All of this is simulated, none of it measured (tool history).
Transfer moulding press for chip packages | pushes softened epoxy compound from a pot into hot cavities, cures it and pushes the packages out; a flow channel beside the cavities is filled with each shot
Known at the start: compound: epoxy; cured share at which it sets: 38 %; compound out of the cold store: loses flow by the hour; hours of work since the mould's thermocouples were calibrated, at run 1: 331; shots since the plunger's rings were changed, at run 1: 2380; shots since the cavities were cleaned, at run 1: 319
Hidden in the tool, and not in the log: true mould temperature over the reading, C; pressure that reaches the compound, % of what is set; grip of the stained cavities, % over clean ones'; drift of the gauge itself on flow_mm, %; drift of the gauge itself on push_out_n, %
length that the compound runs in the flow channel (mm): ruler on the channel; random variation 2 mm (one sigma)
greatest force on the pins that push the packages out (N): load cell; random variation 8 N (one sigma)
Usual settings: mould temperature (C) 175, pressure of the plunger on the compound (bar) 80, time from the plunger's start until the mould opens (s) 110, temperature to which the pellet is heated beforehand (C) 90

run   hour  mould temperature (C)  pressure of the plunger on the compound (bar)  time from the plunger's start until the mould opens (s)  temperature to which the pellet is heated beforehand (C)  hours of work since the mould's thermocouples were calibrated  shots since the plunger's rings were changed  shots since the cavities were cleaned  incoming compound's hours out of the cold store  length that the compound runs in the flow channel (mm)  greatest force on the pins that push the packages out (N)
  1      0                    175                                             80                                                      110                                                        90                                                            331                                          2380                                    319                                             32.1                                                     696                                                        461
  2   13.4                    175                                             80                                                      110                                                        90                                                            338                                          2504                                    443                                             18.2                                                     742                                                        484
      17.5  -- cavities cleaned with cleaning compound and waxed
  3   27.1                    175                                             80                                                       92                                                        90                                                            345                                          2618                                     90                                             28.4                                                     707                                                        464
  4   34.8                    175                                             80                                                      110                                                        96                                                            349                                          2690                                    162                                             40.4                                                     670                                                        400
  5   51.1                    175                                             80                                                      110                                                        90                                                            358                                          2841                                    313                                             36.4                                                     680                                                        450
      57.3  -- plunger's sealing rings changed
  6   67.4                    175                                             80                                                      110                                                        90                                                            365                                            94                                    442                                             37.5                                                     687                                                        461
      71.4  -- cavities cleaned with cleaning compound and waxed
  7   82.7                    175                                           88.1                                                      110                                                        90                                                            372                                           222                                    105                                             40.1                                                     715                                                        387
  8   94.2                    175                                           88.1                                                      110                                                        90                                                            379                                           329                                    212                                             28.3                                                     753                                                        417
  9    106                    175                                           88.1                                                      110                                                        90                                                            385                                           439                                    322                                             20.9                                                     775                                                        449
 10    114                    175                                           88.1                                                      110                                                        90                                                            389                                           514                                    397                                             17.3                                                     792                                                        472
       123  -- cavities cleaned with cleaning compound and waxed
 11  125.8                    172                                           76.8                                                       96                                                        98                                                            395                                           609                                     26                                             17.4                                                     745                                                        509
 12  133.3                    183                                           76.8                                                      119                                                        90                                                            399                                           679                                     96                                               30                                                     676                                                        361
 13  145.2                    183                                           76.8                                                      119                                                        90                                                            406                                           790                                    207                                               22                                                     703                                                        386
 14  157.9                    170                                           93.7                                                      141                                                        97                                                            412                                           908                                    325                                             33.8                                                     766                                                        429
 15  164.9                    175                                           79.9                                                      110                                                        82                                                            416                                           973                                    390                                               27                                                     718                                                        466
     174.1  -- cavities cleaned with cleaning compound and waxed
 16  182.6                    175                                           69.2                                                      110                                                        82                                                            425                                          1124                                     79                                             13.1                                                     713                                                        404
 17  197.5                    175                                           69.2                                                      110                                                        82                                                            433                                          1262                                    217                                             11.1                                                     720                                                        432
 18  211.4                    172                                             80                                                      110                                                        90                                                            441                                          1392                                    347                                             17.3                                                     758                                                        520
     225.5  -- cavities cleaned with cleaning compound and waxed
 19  228.3                    177                                             89                                                      128                                                        84                                                            449                                          1536                                     27                                             29.3                                                     742                                                        364

Forecast each of these 4 alternatives for the next run:
  A  238.2                    177                                           65.3                                                      128                                                        84                                                            454                                          1628                                    119                                             25.1                                                       ?                                                          ?
  B  238.2                    170                                           89.6                                                      128                                                        87                                                            454                                          1628                                    119                                             25.1                                                       ?                                                          ?
  C  238.2                    177                                           82.5                                                       98                                                        90                                                            454                                          1628                                    119                                             42.6                                                       ?                                                          ?
  D  238.2                    177                                             89                                                       97                                                        93                                                            454                                          1628                                    119                                             46.3                                                       ?                                                          ?

run  length that the compound runs in the flow channel (mm)  greatest force on the pins that push the packages out (N)
  A                                                     650                                                        374
  B                                                     783                                                        416
  C                                                     671                                                        409
  D                                                     692                                                        408
Without the tool's hidden state the same runs would have given:
run  length that the compound runs in the flow channel (mm)  greatest force on the pins that push the packages out (N)
  A                                                     656                                                        331
  B                                                     790                                                        361
  C                                                     678                                                        356
  D                                                     699                                                        356
